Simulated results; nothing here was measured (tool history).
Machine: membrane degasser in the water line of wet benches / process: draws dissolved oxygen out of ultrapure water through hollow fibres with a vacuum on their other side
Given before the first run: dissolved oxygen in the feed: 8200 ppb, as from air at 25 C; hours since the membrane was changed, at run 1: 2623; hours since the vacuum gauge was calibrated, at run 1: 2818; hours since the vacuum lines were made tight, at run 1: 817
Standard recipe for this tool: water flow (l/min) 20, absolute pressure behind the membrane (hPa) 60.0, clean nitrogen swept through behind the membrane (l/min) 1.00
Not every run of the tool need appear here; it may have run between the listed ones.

run	hour	water flow (l/min)	absolute pressure behind the membrane (hPa)	clean nitrogen swept through behind the membrane (l/min)	hours since the membrane was changed	hours since the vacuum gauge was calibrated	hours since the vacuum lines were made tight	dissolved oxygen in the water behind the degasser (ppb)	pressure that the water loses in the fibres (hPa)
1	0.0	20	60.0	1.00	2623	2818	817	411.3	698.7
2	78.9	20	60.0	1.00	2702	2897	896	402.5	695.3
3	205.3	20	60.0	1.00	2828	3023	1023	407.4	699.3
4	327.5	20	60.0	1.00	2950	3146	1145	416.1	701.9
5	385.3	20	60.0	1.00	3008	3203	1203	406.7	699.4
6	462.4	20	60.0	1.00	3085	3281	1280	409.9	700.3
7	599.3	20	60.0	1.00	3222	3417	1417	412.0	701.4
8	694.0	20	60.0	2.65	3317	3512	1511	339.9	697.6
9	828.6	20	60.0	2.65	3451	3647	1646	341.8	704.0
10	905.5	20	60.0	2.65	3528	3724	1723	343.0	702.1
11	1008.3	20	60.0	1.00	3631	3826	1826	414.0	706.5
12	1083.9	20	60.0	1.00	3707	3902	1901	418.2	705.9
13	1156.7	20	60.0	0.47	3779	3975	1974	539.1	708.8
14	1216.1	15	60.0	1.00	3839	4034	2033	291.7	528.0
# hour 1229.5: vacuum gauge calibrated
15	1325.1	15	60.0	1.00	3947	96	2142	292.0	531.5
16	1452.1	20	60.0	1.00	4074	223	2269	424.3	707.5
17	1563.4	25	141.5	1.00	4186	334	2380	938.3	889.4
# hour 1673.5: vacuum gauge calibrated, once more
18	1691.5	20	88.2	2.27	4313	18	2508	407.2	708.1
19	1783.0	20	58.1	0.56	4405	109	2599	477.0	712.8
20	1874.3	20	44.0	0.97	4496	201	2691	348.6	708.4
21	1982.5	20	44.0	0.41	4604	309	2799	405.5	711.9
22	2074.5	22	44.0	0.83	4696	401	2891	410.6	779.2
23	2175.8	23	76.5	0.49	4798	502	2992	740.2	823.2
24	2282.6	29	129.1	1.61	4904	609	3099	820.5	1042.2
25	2417.8	18	60.0	0.84	5040	744	3234	385.8	645.1
26	2482.9	19	78.6	2.07	5105	809	3299	385.1	680.3
27	2615.3	19	78.6	2.07	5237	942	3432	380.4	684.3
28	2723.9	20	60.0	1.29	5346	1050	3540	403.3	716.5
29	2840.0	31	79.9	1.29	5462	1166	3656	777.4	1109.8
30	2932.0	21	60.0	1.00	5554	1258	3748	454.3	758.3
31	2994.7	15	60.0	1.00	5616	1321	3811	299.5	539.9

Forecast each of these 5 alternatives for the next run:
A	3084.0	24	60.0	0.61	5706	1410	3900	?	?
B	3084.0	20	60.0	1.01	5706	1410	3900	?	?
C	3084.0	15	61.1	1.00	5706	1410	3900	?	?
D	3084.0	20	55.0	2.14	5706	1410	3900	?	?
E	3084.0	31	56.6	1.21	5706	1410	3900	?	?

run	dissolved oxygen in the water behind the degasser (ppb)	pressure that the water loses in the fibres (hPa)
A	609.3	866.4
B	432.1	725.2
C	306.5	539.9
D	368.6	719.1
E	677.3	1108.6
With no hidden state in the tool, these same runs would have given:
run	dissolved oxygen in the water behind the degasser (ppb)	pressure that the water loses in the fibres (hPa)
A	529.3	813.7
B	366.6	681.2
C	257.2	506.9
D	304.7	675.2
E	582.8	1040.8
